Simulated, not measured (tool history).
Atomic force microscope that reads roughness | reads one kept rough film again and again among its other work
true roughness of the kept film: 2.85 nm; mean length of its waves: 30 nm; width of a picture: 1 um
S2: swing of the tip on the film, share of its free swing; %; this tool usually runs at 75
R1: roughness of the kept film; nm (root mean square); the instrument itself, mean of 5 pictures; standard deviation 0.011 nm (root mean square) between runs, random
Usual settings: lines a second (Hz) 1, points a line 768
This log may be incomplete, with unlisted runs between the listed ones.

{"run": 1, "day": 0.0, "lines a second (Hz)": 1, "S2": 75, "points a line": 768, "R1": 2.462}
{"run": 2, "day": 1.283, "lines a second (Hz)": 1, "S2": 75, "points a line": 927, "R1": 2.42}
{"run": 3, "day": 2.5, "lines a second (Hz)": 1, "S2": 75, "points a line": 927, "R1": 2.384}
{"run": 4, "day": 4.75, "lines a second (Hz)": 1, "S2": 75, "points a line": 768, "R1": 2.309}
{"run": 5, "day": 6.321, "lines a second (Hz)": 3.17, "S2": 75, "points a line": 768, "R1": 1.947}
{"run": 6, "day": 7.5, "lines a second (Hz)": 3.17, "S2": 75, "points a line": 768, "R1": 1.917}
{"run": 7, "day": 9.888, "lines a second (Hz)": 3.17, "S2": 75, "points a line": 768, "R1": 1.859}
{"run": 8, "day": 12.417, "lines a second (Hz)": 3.17, "S2": 75, "points a line": 768, "R1": 1.797}
{"run": 9, "day": 13.679, "lines a second (Hz)": 1, "S2": 75, "points a line": 768, "R1": 2.058}
{"run": 10, "day": 14.808, "lines a second (Hz)": 1, "S2": 75, "points a line": 768, "R1": 2.022}
{"day": 15.167, "done": "new tip fitted"}
{"run": 11, "day": 16.804, "lines a second (Hz)": 1, "S2": 75, "points a line": 393, "R1": 2.403}
{"run": 12, "day": 19.192, "lines a second (Hz)": 1, "S2": 75, "points a line": 768, "R1": 2.325}
{"run": 13, "day": 21.742, "lines a second (Hz)": 1, "S2": 75, "points a line": 768, "R1": 2.243}
{"run": 14, "day": 23.246, "lines a second (Hz)": 1, "S2": 75, "points a line": 768, "R1": 2.218}
{"run": 15, "day": 24.675, "lines a second (Hz)": 1, "S2": 75, "points a line": 768, "R1": 2.167}
{"run": 16, "day": 26.921, "lines a second (Hz)": 1, "S2": 75, "points a line": 768, "R1": 2.092}
{"run": 17, "day": 28.562, "lines a second (Hz)": 1, "S2": 89, "points a line": 614, "R1": 1.923}
{"run": 18, "day": 30.821, "lines a second (Hz)": 1, "S2": 89, "points a line": 614, "R1": 1.865}
{"day": 31.046, "done": "new tip fitted"}
{"run": 19, "day": 32.404, "lines a second (Hz)": 3.71, "S2": 85, "points a line": 548, "R1": 1.772}
{"run": 20, "day": 34.438, "lines a second (Hz)": 1.56, "S2": 85, "points a line": 548, "R1": 2.117}
{"run": 21, "day": 37.021, "lines a second (Hz)": 1.19, "S2": 75, "points a line": 310, "R1": 2.239}
{"run": 22, "day": 39.058, "lines a second (Hz)": 0.86, "S2": 76, "points a line": 545, "R1": 2.242}
{"run": 23, "day": 41.658, "lines a second (Hz)": 0.86, "S2": 76, "points a line": 545, "R1": 2.17}
{"run": 24, "day": 43.817, "lines a second (Hz)": 0.6, "S2": 73, "points a line": 995, "R1": 2.174}
{"run": 25, "day": 46.246, "lines a second (Hz)": 0.6, "S2": 73, "points a line": 995, "R1": 2.117}
{"day": 46.771, "done": "new tip fitted"}
{"run": 26, "day": 47.538, "lines a second (Hz)": 0.6, "S2": 73, "points a line": 904, "R1": 2.539}
{"run": 27, "day": 49.583, "lines a second (Hz)": 0.6, "S2": 73, "points a line": 904, "R1": 2.453}
{"run": 28, "day": 50.967, "lines a second (Hz)": 0.6, "S2": 73, "points a line": 708, "R1": 2.386}
{"run": 29, "day": 52.283, "lines a second (Hz)": 0.8, "S2": 82, "points a line": 357, "R1": 2.262}
{"run": 30, "day": 54.408, "lines a second (Hz)": 1.11, "S2": 62, "points a line": 902, "R1": 2.29}
{"run": 31, "day": 57.038, "lines a second (Hz)": 1.4, "S2": 82, "points a line": 266, "R1": 1.989}
{"run": 32, "day": 58.512, "lines a second (Hz)": 1.4, "S2": 82, "points a line": 266, "R1": 1.915}

Alternative continuations, all from the tool just after run 32; predict every row:
{"run": "A", "day": 60.158, "lines a second (Hz)": 1, "S2": 62, "points a line": 302, "R1": "?"}
{"run": "B", "day": 60.158, "lines a second (Hz)": 1, "S2": 82, "points a line": 768, "R1": "?"}
{"run": "C", "day": 60.158, "lines a second (Hz)": 3.66, "S2": 56, "points a line": 786, "R1": "?"}

run=A R1=2.12
run=B R1=2.012
run=C R1=2.033
Take away the tool's hidden state, keep each run's random variation, and the runs would have read:
run=A R1=2.552
run=B R1=2.42
run=C R1=2.447
